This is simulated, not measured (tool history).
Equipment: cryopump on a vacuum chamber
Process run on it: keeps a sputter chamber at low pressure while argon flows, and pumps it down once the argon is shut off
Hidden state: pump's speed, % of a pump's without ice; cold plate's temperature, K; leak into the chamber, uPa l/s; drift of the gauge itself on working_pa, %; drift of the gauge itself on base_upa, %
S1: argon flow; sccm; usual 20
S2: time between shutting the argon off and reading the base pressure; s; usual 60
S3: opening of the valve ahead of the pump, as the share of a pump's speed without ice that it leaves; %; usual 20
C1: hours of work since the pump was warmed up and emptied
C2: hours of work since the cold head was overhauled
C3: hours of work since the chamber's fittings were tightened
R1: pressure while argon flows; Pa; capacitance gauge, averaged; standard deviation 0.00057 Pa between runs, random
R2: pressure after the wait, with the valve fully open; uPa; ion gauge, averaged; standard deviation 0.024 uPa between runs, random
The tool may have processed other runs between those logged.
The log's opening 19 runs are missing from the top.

run 20 day=9.871 | S1=20 S2=184 S3=20 | C1=499 C2=499 C3=355 | R1=0.0735 R2=0.76
run 21 day=10.546 | S1=20 S2=168 S3=16 | C1=510 C2=510 C3=366 | R1=0.0902 R2=0.85
run 22 day=11.188 | S1=20 S2=168 S3=16 | C1=520 C2=520 C3=376 | R1=0.0909 R2=0.87
run 23 day=11.900 | S1=12 S2=60 S3=30 | C1=532 C2=532 C3=388 | R1=0.0307 R2=1.35
run 24 day=12.267 | S1=20 S2=60 S3=56 | C1=538 C2=538 C3=394 | R1=0.0305 R2=1.36
run 25 day=12.617 | S1=20 S2=60 S3=56 | C1=543 C2=543 C3=400 | R1=0.0302 R2=1.31
run 26 day=13.162 | S1=32 S2=163 S3=60 | C1=552 C2=552 C3=409 | R1=0.0464 R2=0.92
run 27 day=13.479 | S1=20 S2=174 S3=34 | C1=557 C2=557 C3=414 | R1=0.0461 R2=0.92
run 28 day=13.804 | S1=20 S2=54 S3=20 | C1=563 C2=563 C3=419 | R1=0.0735 R2=1.48
run 29 day=14.362 | S1=26 S2=33 S3=48 | C1=572 C2=572 C3=428 | R1=0.0447 R2=1.98
run 30 day=14.996 | S1=21 S2=62 S3=42 | C1=582 C2=582 C3=438 | R1=0.0414 R2=1.40
run 31 day=15.692 | S1=20 S2=60 S3=47 | C1=593 C2=593 C3=450 | R1=0.0349 R2=1.46

Consider 5 possible next runs. They are alternatives, not a sequence: every one starts from the tool as it was left by run 31. What does each give?
run A day=16.338 | S1=9 S2=60 S3=57 | C1=604 C2=604 C3=460 | R1=? R2=?
run B day=16.338 | S1=13 S2=40 S3=47 | C1=604 C2=604 C3=460 | R1=? R2=?
run C day=16.338 | S1=22 S2=60 S3=47 | C1=604 C2=604 C3=460 | R1=? R2=?
run D day=16.338 | S1=30 S2=60 S3=20 | C1=604 C2=604 C3=460 | R1=? R2=?
run E day=16.338 | S1=18 S2=30 S3=19 | C1=604 C2=604 C3=460 | R1=? R2=?

run=A R1=0.0141 R2=1.49
run=B R1=0.0231 R2=1.87
run=C R1=0.0394 R2=1.49
run=D R1=0.1118 R2=1.49
run=E R1=0.0705 R2=2.18
Without the tool's hidden state the same runs would have given:
run=A R1=0.0110 R2=0.90
run=B R1=0.0186 R2=1.27
run=C R1=0.0318 R2=0.89
run=D R1=0.1014 R2=0.91
run=E R1=0.0643 R2=1.60
